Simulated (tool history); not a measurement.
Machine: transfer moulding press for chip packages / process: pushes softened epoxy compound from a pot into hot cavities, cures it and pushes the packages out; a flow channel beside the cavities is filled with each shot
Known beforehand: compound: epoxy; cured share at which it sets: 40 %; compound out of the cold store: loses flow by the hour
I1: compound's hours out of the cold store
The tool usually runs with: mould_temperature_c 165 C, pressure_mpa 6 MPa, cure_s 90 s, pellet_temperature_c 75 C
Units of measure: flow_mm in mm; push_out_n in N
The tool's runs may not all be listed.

run 1 hour=0 | mould_temperature_c=165 pressure_mpa=6 cure_s=90 pellet_temperature_c=75 | I1=43.2 | flow_mm=837 push_out_n=856
-- hour=22.2 cavities cleaned with cleaning compound and waxed
run 2 hour=71.2 | mould_temperature_c=165 pressure_mpa=6 cure_s=74 pellet_temperature_c=75 | I1=43.6 | flow_mm=829 push_out_n=1045
-- hour=87.9 plunger's sealing rings changed
-- hour=94.5 cavities cleaned with cleaning compound and waxed
run 3 hour=125.9 | mould_temperature_c=165 pressure_mpa=6 cure_s=74 pellet_temperature_c=75 | I1=46 | flow_mm=846 push_out_n=944
-- hour=170 cavities cleaned with cleaning compound and waxed
run 4 hour=212.3 | mould_temperature_c=165 pressure_mpa=6 cure_s=90 pellet_temperature_c=75 | I1=11.4 | flow_mm=1034 push_out_n=847
-- hour=244.2 cavities cleaned with cleaning compound and waxed
run 5 hour=264.2 | mould_temperature_c=165 pressure_mpa=6 cure_s=90 pellet_temperature_c=75 | I1=41.7 | flow_mm=869 push_out_n=701
run 6 hour=305.1 | mould_temperature_c=165 pressure_mpa=6 cure_s=90 pellet_temperature_c=75 | I1=27.7 | flow_mm=939 push_out_n=887
-- hour=316.5 cavities cleaned with cleaning compound and waxed
run 7 hour=371.8 | mould_temperature_c=165 pressure_mpa=6 cure_s=74 pellet_temperature_c=75 | I1=16.5 | flow_mm=964 push_out_n=1174
-- hour=382.8 mould's thermocouples calibrated
-- hour=392.2 cavities cleaned with cleaning compound and waxed
run 8 hour=444.9 | mould_temperature_c=165 pressure_mpa=6 cure_s=74 pellet_temperature_c=75 | I1=47.2 | flow_mm=828 push_out_n=1098
-- hour=466.7 cavities cleaned with cleaning compound and waxed
run 9 hour=490.1 | mould_temperature_c=165 pressure_mpa=6 cure_s=74 pellet_temperature_c=75 | I1=36.2 | flow_mm=876 push_out_n=954
-- hour=540.9 cavities cleaned with cleaning compound and waxed
run 10 hour=574.3 | mould_temperature_c=165 pressure_mpa=4.78 cure_s=90 pellet_temperature_c=75 | I1=19.7 | flow_mm=847 push_out_n=821
-- hour=592.5 plunger's sealing rings changed
-- hour=613.3 cavities cleaned with cleaning compound and waxed
run 11 hour=625.9 | mould_temperature_c=165 pressure_mpa=4.78 cure_s=90 pellet_temperature_c=75 | I1=22 | flow_mm=870 push_out_n=675
-- hour=684.4 cavities cleaned with cleaning compound and waxed
run 12 hour=686 | mould_temperature_c=165 pressure_mpa=6.78 cure_s=90 pellet_temperature_c=75 | I1=16.8 | flow_mm=1082 push_out_n=545
-- hour=756.6 cavities cleaned with cleaning compound and waxed
run 13 hour=756.6 | mould_temperature_c=165 pressure_mpa=6.78 cure_s=90 pellet_temperature_c=75 | I1=42.3 | flow_mm=924 push_out_n=503
run 14 hour=817 | mould_temperature_c=165 pressure_mpa=6.51 cure_s=72 pellet_temperature_c=75 | I1=47.1 | flow_mm=874 push_out_n=1196
-- hour=829.3 cavities cleaned with cleaning compound and waxed
run 15 hour=863.5 | mould_temperature_c=161 pressure_mpa=6 cure_s=91 pellet_temperature_c=75 | I1=46.1 | flow_mm=869 push_out_n=951
-- hour=900.3 cavities cleaned with cleaning compound and waxed
run 16 hour=911 | mould_temperature_c=161 pressure_mpa=6 cure_s=91 pellet_temperature_c=75 | I1=11.5 | flow_mm=1027 push_out_n=746
-- hour=975.8 cavities cleaned with cleaning compound and waxed
run 17 hour=988.4 | mould_temperature_c=161 pressure_mpa=7.36 cure_s=87 pellet_temperature_c=73 | I1=46.4 | flow_mm=925 push_out_n=824
-- hour=1048.5 cavities cleaned with cleaning compound and waxed
run 18 hour=1059.4 | mould_temperature_c=161 pressure_mpa=5.68 cure_s=87 pellet_temperature_c=69 | I1=15.8 | flow_mm=974 push_out_n=804
-- hour=1097.3 plunger's sealing rings changed
run 19 hour=1117.3 | mould_temperature_c=161 pressure_mpa=5.68 cure_s=87 pellet_temperature_c=69 | I1=10.6 | flow_mm=1042 push_out_n=1282
-- hour=1127.7 cavities cleaned with cleaning compound and waxed
run 20 hour=1162.8 | mould_temperature_c=159 pressure_mpa=6 cure_s=90 pellet_temperature_c=75 | I1=11.5 | flow_mm=1076 push_out_n=1164
-- hour=1202.4 cavities cleaned with cleaning compound and waxed
run 21 hour=1215 | mould_temperature_c=159 pressure_mpa=6 cure_s=90 pellet_temperature_c=75 | I1=23.5 | flow_mm=989 push_out_n=922
run 22 hour=1257 | mould_temperature_c=159 pressure_mpa=5.24 cure_s=90 pellet_temperature_c=71 | I1=30.1 | flow_mm=886 push_out_n=1194

Run 23 is up next; what results do you expect?
-- hour=1276.4 cavities cleaned with cleaning compound and waxed
run 23 hour=1341.7 | mould_temperature_c=165 pressure_mpa=5.15 cure_s=78 pellet_temperature_c=79 | I1=41 | flow_mm=? push_out_n=?

{"run 23": {"flow_mm": 808, "push_out_n": 1042}}
The same run, on a tool lacking any hidden state, would have yielded flow_mm 831 mm, push_out_n 551 N.
